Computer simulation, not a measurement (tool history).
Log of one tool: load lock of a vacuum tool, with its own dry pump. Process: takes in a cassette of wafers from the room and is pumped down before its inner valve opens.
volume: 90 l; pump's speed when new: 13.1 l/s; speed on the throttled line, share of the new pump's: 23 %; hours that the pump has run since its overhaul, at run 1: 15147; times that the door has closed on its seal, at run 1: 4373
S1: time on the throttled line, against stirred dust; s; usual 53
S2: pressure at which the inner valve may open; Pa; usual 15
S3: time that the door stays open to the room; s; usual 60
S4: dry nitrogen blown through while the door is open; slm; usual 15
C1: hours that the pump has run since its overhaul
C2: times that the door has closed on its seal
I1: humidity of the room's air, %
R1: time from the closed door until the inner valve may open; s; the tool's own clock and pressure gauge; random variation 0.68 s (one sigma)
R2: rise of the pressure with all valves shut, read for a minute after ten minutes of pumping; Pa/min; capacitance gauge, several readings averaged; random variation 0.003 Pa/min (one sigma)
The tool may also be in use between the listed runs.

{"run": 1, "day": 0.0, "S1": 53, "S2": 15, "S3": 60, "S4": 15, "C1": 15147, "C2": 4373, "I1": 46.6, "R1": 112.2, "R2": 0.04}
{"run": 2, "day": 3.304, "S1": 53, "S2": 15, "S3": 90, "S4": 15, "C1": 15226, "C2": 4482, "I1": 43.3, "R1": 113.1, "R2": 0.038}
{"run": 3, "day": 5.621, "S1": 53, "S2": 15, "S3": 90, "S4": 15, "C1": 15282, "C2": 4559, "I1": 42.8, "R1": 114.9, "R2": 0.037}
{"run": 4, "day": 8.421, "S1": 53, "S2": 15, "S3": 60, "S4": 15, "C1": 15349, "C2": 4652, "I1": 41.3, "R1": 115.3, "R2": 0.042}
{"run": 5, "day": 12.825, "S1": 53, "S2": 15, "S3": 60, "S4": 15, "C1": 15454, "C2": 4798, "I1": 48.0, "R1": 114.5, "R2": 0.038}
{"run": 6, "day": 16.862, "S1": 53, "S2": 15, "S3": 60, "S4": 15, "C1": 15551, "C2": 4932, "I1": 44.8, "R1": 114.7, "R2": 0.039}
{"run": 7, "day": 19.925, "S1": 53, "S2": 15, "S3": 60, "S4": 15, "C1": 15625, "C2": 5034, "I1": 45.2, "R1": 113.8, "R2": 0.042}
{"run": 8, "day": 24.392, "S1": 53, "S2": 14, "S3": 60, "S4": 15, "C1": 15732, "C2": 5182, "I1": 47.0, "R1": 114.3, "R2": 0.038}
{"run": 9, "day": 28.146, "S1": 53, "S2": 19, "S3": 60, "S4": 15, "C1": 15822, "C2": 5307, "I1": 49.2, "R1": 111.8, "R2": 0.043}
{"run": 10, "day": 31.721, "S1": 53, "S2": 19, "S3": 60, "S4": 15, "C1": 15908, "C2": 5426, "I1": 46.7, "R1": 113.1, "R2": 0.041}
{"run": 11, "day": 33.992, "S1": 53, "S2": 27, "S3": 60, "S4": 15, "C1": 15962, "C2": 5501, "I1": 44.2, "R1": 109.9, "R2": 0.038}
{"run": 12, "day": 38.071, "S1": 53, "S2": 27, "S3": 60, "S4": 15, "C1": 16060, "C2": 5637, "I1": 44.0, "R1": 108.0, "R2": 0.035}
{"run": 13, "day": 41.983, "S1": 53, "S2": 27, "S3": 60, "S4": 15, "C1": 16154, "C2": 5767, "I1": 45.9, "R1": 108.1, "R2": 0.037}
{"run": 14, "day": 46.0, "S1": 53, "S2": 27, "S3": 29, "S4": 9, "C1": 16251, "C2": 5900, "I1": 48.6, "R1": 109.4, "R2": 0.042}
{"run": 15, "day": 48.538, "S1": 36, "S2": 17, "S3": 96, "S4": 9, "C1": 16311, "C2": 5984, "I1": 47.1, "R1": 101.2, "R2": 0.052}
{"run": 16, "day": 51.904, "S1": 26, "S2": 29, "S3": 65, "S4": 10, "C1": 16392, "C2": 6096, "I1": 45.0, "R1": 88.4, "R2": 0.046}
{"run": 17, "day": 55.946, "S1": 53, "S2": 10, "S3": 60, "S4": 4, "C1": 16489, "C2": 6230, "I1": 48.4, "R1": 118.1, "R2": 0.053}
{"run": 18, "day": 59.642, "S1": 53, "S2": 10, "S3": 60, "S4": 4, "C1": 16578, "C2": 6353, "I1": 49.0, "R1": 118.7, "R2": 0.056}
{"run": 19, "day": 63.438, "S1": 81, "S2": 10, "S3": 60, "S4": 15, "C1": 16669, "C2": 6479, "I1": 46.9, "R1": 137.5, "R2": 0.039}
{"run": 20, "day": 66.133, "S1": 81, "S2": 12, "S3": 68, "S4": 15, "C1": 16734, "C2": 6568, "I1": 46.5, "R1": 137.7, "R2": 0.042}
{"run": 21, "day": 71.283, "S1": 37, "S2": 18, "S3": 39, "S4": 6, "C1": 16857, "C2": 6739, "I1": 48.7, "R1": 101.6, "R2": 0.044}
{"run": 22, "day": 76.188, "S1": 38, "S2": 24, "S3": 60, "S4": 15, "C1": 16975, "C2": 6902, "I1": 40.8, "R1": 100.4, "R2": 0.045}
{"run": 23, "day": 80.2, "S1": 38, "S2": 10, "S3": 62, "S4": 5, "C1": 17071, "C2": 7035, "I1": 45.0, "R1": 106.7, "R2": 0.057}

Forecast each of these 4 alternatives for the next run:
{"run": "A", "day": 84.329, "S1": 47, "S2": 15, "S3": 83, "S4": 4, "C1": 17171, "C2": 7173, "I1": 43.2, "R1": "?", "R2": "?"}
{"run": "B", "day": 84.329, "S1": 38, "S2": 14, "S3": 65, "S4": 5, "C1": 17171, "C2": 7173, "I1": 42.2, "R1": "?", "R2": "?"}
{"run": "C", "day": 84.329, "S1": 43, "S2": 15, "S3": 60, "S4": 15, "C1": 17171, "C2": 7173, "I1": 47.0, "R1": "?", "R2": "?"}
{"run": "D", "day": 84.329, "S1": 53, "S2": 26, "S3": 111, "S4": 15, "C1": 17171, "C2": 7173, "I1": 46.9, "R1": "?", "R2": "?"}

run=A R1=111.2 R2=0.057
run=B R1=104.3 R2=0.057
run=C R1=108.4 R2=0.041
run=D R1=110.8 R2=0.054
Without the tool's hidden state the same runs would have given:
run=A R1=97.8 R2=0.037
run=B R1=90.3 R2=0.037
run=C R1=94.6 R2=0.021
run=D R1=98.8 R2=0.034
